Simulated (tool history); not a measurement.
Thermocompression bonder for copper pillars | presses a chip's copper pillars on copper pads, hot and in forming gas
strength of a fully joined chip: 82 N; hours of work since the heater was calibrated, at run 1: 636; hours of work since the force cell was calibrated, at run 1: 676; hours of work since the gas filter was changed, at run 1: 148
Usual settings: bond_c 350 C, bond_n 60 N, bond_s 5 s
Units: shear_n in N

run	hour	bond_c	bond_n	bond_s	hours of work since the heater was calibrated	hours of work since the force cell was calibrated	hours of work since the gas filter was changed	shear_n
1	0.0	350	60	5	636	676	148	38.6
2	17.7	350	60	5	650	690	162	38.3
3	30.0	350	60	5	660	700	172	38.7
4	41.5	350	79	5	669	709	181	48.2
5	51.2	350	79	5	676	717	189	48.9
6	62.1	350	79	5	685	725	197	48.2
7	70.6	350	79	5	692	732	204	48.3
8	79.8	350	79	8	699	739	211	55.6
9	89.7	350	88	5	707	747	219	53.1
10	108.6	350	53	5	722	762	234	34.1
# hour 116.8: forming gas filter changed
11	128.4	350	53	5	737	777	9	34.1
12	141.4	350	60	6	747	787	19	41.6
13	158.1	351	49	12	760	800	32	44.3
14	172.0	373	37	9	771	811	43	35.1
15	186.9	336	88	9	783	823	55	57.6
16	197.2	321	39	10	791	831	63	25.7
17	212.2	352	83	10	803	843	75	61.7
18	232.4	345	83	3	818	859	91	42.3
19	245.8	338	83	3	829	869	101	40.5

The next listed run, before its measurement:
20	259.4	367	49	6	840	880	112	?

shear_n: 37.6 N
Without the tool's hidden state the same run would have given shear_n 41.9 N.
